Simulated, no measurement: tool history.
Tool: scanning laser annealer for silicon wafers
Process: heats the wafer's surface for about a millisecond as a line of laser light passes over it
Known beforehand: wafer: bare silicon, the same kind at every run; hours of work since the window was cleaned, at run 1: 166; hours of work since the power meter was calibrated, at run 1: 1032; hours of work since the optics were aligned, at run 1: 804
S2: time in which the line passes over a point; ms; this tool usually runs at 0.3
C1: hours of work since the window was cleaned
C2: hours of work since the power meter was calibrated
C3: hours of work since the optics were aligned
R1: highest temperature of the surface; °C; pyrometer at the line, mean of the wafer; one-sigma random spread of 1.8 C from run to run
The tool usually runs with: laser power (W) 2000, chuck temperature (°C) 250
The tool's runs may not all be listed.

run 1 hour=0 | laser_power_(W)=2000 S2=0.3 chuck_temperature_(°C)=250 | C1=166 C2=1032 C3=804 | R1=979
run 2 hour=87.9 | laser_power_(W)=2000 S2=0.3 chuck_temperature_(°C)=250 | C1=212 C2=1079 C3=851 | R1=980
run 3 hour=133.1 | laser_power_(W)=2000 S2=0.3 chuck_temperature_(°C)=250 | C1=236 C2=1103 C3=875 | R1=984
run 4 hour=214.7 | laser_power_(W)=2000 S2=0.309 chuck_temperature_(°C)=250 | C1=280 C2=1147 C3=918 | R1=989
run 5 hour=315.2 | laser_power_(W)=2000 S2=0.309 chuck_temperature_(°C)=250 | C1=333 C2=1200 C3=972 | R1=986
run 6 hour=365.3 | laser_power_(W)=2000 S2=0.3 chuck_temperature_(°C)=250 | C1=360 C2=1227 C3=998 | R1=974
run 7 hour=464 | laser_power_(W)=2000 S2=0.3 chuck_temperature_(°C)=250 | C1=412 C2=1279 C3=1051 | R1=976
run 8 hour=556.2 | laser_power_(W)=2000 S2=0.3 chuck_temperature_(°C)=250 | C1=461 C2=1328 C3=1100 | R1=972
run 9 hour=609.4 | laser_power_(W)=2000 S2=0.3 chuck_temperature_(°C)=250 | C1=489 C2=1356 C3=1128 | R1=973
run 10 hour=651.9 | laser_power_(W)=2000 S2=0.3 chuck_temperature_(°C)=250 | C1=512 C2=1379 C3=1151 | R1=969
run 11 hour=745.5 | laser_power_(W)=2000 S2=0.3 chuck_temperature_(°C)=250 | C1=562 C2=1428 C3=1200 | R1=966
run 12 hour=820.7 | laser_power_(W)=2000 S2=0.3 chuck_temperature_(°C)=250 | C1=602 C2=1468 C3=1240 | R1=969
run 13 hour=878.6 | laser_power_(W)=2000 S2=0.3 chuck_temperature_(°C)=250 | C1=632 C2=1499 C3=1271 | R1=964
run 14 hour=970.6 | laser_power_(W)=2000 S2=0.3 chuck_temperature_(°C)=250 | C1=681 C2=1548 C3=1320 | R1=965
-- hour=981.2 optics aligned, line set to its width
run 15 hour=1067.6 | laser_power_(W)=2000 S2=0.333 chuck_temperature_(°C)=250 | C1=730 C2=1597 C3=46 | R1=1022
-- hour=1086.9 window over the wafer cleaned
run 16 hour=1136.2 | laser_power_(W)=2000 S2=0.333 chuck_temperature_(°C)=250 | C1=26 C2=1632 C3=81 | R1=1041
run 17 hour=1224.9 | laser_power_(W)=1873 S2=0.3 chuck_temperature_(°C)=250 | C1=73 C2=1679 C3=128 | R1=953
run 18 hour=1319.7 | laser_power_(W)=1873 S2=0.3 chuck_temperature_(°C)=250 | C1=124 C2=1730 C3=179 | R1=950
run 19 hour=1391.7 | laser_power_(W)=1873 S2=0.3 chuck_temperature_(°C)=250 | C1=162 C2=1768 C3=217 | R1=945
run 20 hour=1467.1 | laser_power_(W)=1873 S2=0.3 chuck_temperature_(°C)=250 | C1=202 C2=1808 C3=257 | R1=946
run 21 hour=1562.9 | laser_power_(W)=1873 S2=0.3 chuck_temperature_(°C)=221 | C1=253 C2=1859 C3=308 | R1=916
run 22 hour=1620.4 | laser_power_(W)=1983 S2=0.26 chuck_temperature_(°C)=217 | C1=283 C2=1889 C3=338 | R1=915
run 23 hour=1692.3 | laser_power_(W)=1966 S2=0.3 chuck_temperature_(°C)=221 | C1=322 C2=1928 C3=377 | R1=953
run 24 hour=1741.5 | laser_power_(W)=2144 S2=0.226 chuck_temperature_(°C)=279 | C1=348 C2=1954 C3=403 | R1=989
run 25 hour=1835.5 | laser_power_(W)=2116 S2=0.231 chuck_temperature_(°C)=273 | C1=398 C2=2004 C3=453 | R1=977
run 26 hour=1882.7 | laser_power_(W)=2030 S2=0.3 chuck_temperature_(°C)=250 | C1=423 C2=2029 C3=478 | R1=1002
run 27 hour=1925.1 | laser_power_(W)=2030 S2=0.3 chuck_temperature_(°C)=250 | C1=445 C2=2051 C3=500 | R1=1002
run 28 hour=2007.5 | laser_power_(W)=1786 S2=0.3 chuck_temperature_(°C)=250 | C1=489 C2=2095 C3=544 | R1=901
run 29 hour=2100.4 | laser_power_(W)=1741 S2=0.3 chuck_temperature_(°C)=236 | C1=538 C2=2144 C3=593 | R1=866
run 30 hour=2142.4 | laser_power_(W)=1741 S2=0.3 chuck_temperature_(°C)=236 | C1=561 C2=2167 C3=616 | R1=869
run 31 hour=2203.4 | laser_power_(W)=1924 S2=0.238 chuck_temperature_(°C)=215 | C1=593 C2=2199 C3=648 | R1=850
run 32 hour=2300.4 | laser_power_(W)=1924 S2=0.238 chuck_temperature_(°C)=238 | C1=645 C2=2251 C3=700 | R1=873
run 33 hour=2363.6 | laser_power_(W)=1924 S2=0.238 chuck_temperature_(°C)=238 | C1=678 C2=2284 C3=733 | R1=873
run 34 hour=2442 | laser_power_(W)=1931 S2=0.359 chuck_temperature_(°C)=289 | C1=720 C2=2326 C3=775 | R1=1048
-- hour=2479.8 window over the wafer cleaned
run 35 hour=2520.9 | laser_power_(W)=2000 S2=0.3 chuck_temperature_(°C)=231 | C1=22 C2=2367 C3=816 | R1=979
run 36 hour=2614.1 | laser_power_(W)=1704 S2=0.3 chuck_temperature_(°C)=287 | C1=71 C2=2416 C3=865 | R1=910
run 37 hour=2710.7 | laser_power_(W)=2099 S2=0.3 chuck_temperature_(°C)=222 | C1=123 C2=2467 C3=916 | R1=1007
run 38 hour=2768.7 | laser_power_(W)=2099 S2=0.278 chuck_temperature_(°C)=223 | C1=153 C2=2498 C3=947 | R1=984
run 39 hour=2839.3 | laser_power_(W)=1947 S2=0.354 chuck_temperature_(°C)=224 | C1=191 C2=2536 C3=985 | R1=998
run 40 hour=2897.8 | laser_power_(W)=1947 S2=0.354 chuck_temperature_(°C)=224 | C1=222 C2=2567 C3=1016 | R1=1000
run 41 hour=2991.8 | laser_power_(W)=1947 S2=0.354 chuck_temperature_(°C)=224 | C1=272 C2=2617 C3=1066 | R1=996
run 42 hour=3091 | laser_power_(W)=2000 S2=0.298 chuck_temperature_(°C)=217 | C1=325 C2=2669 C3=1118 | R1=957

Predict each of these 3 candidate next runs independently; none follows another, all start after run 42:
run A hour=3177.5 | laser_power_(W)=2066 S2=0.298 chuck_temperature_(°C)=217 | C1=371 C2=2715 C3=1164 | R1=?
run B hour=3177.5 | laser_power_(W)=2000 S2=0.3 chuck_temperature_(°C)=253 | C1=371 C2=2715 C3=1164 | R1=?
run C hour=3177.5 | laser_power_(W)=2000 S2=0.314 chuck_temperature_(°C)=217 | C1=371 C2=2715 C3=1164 | R1=?

run=A R1=981
run=B R1=987
run=C R1=969
Stripped of hidden state, with their random variation kept, the same runs would have yielded:
run=A R1=994
run=B R1=1001
run=C R1=982
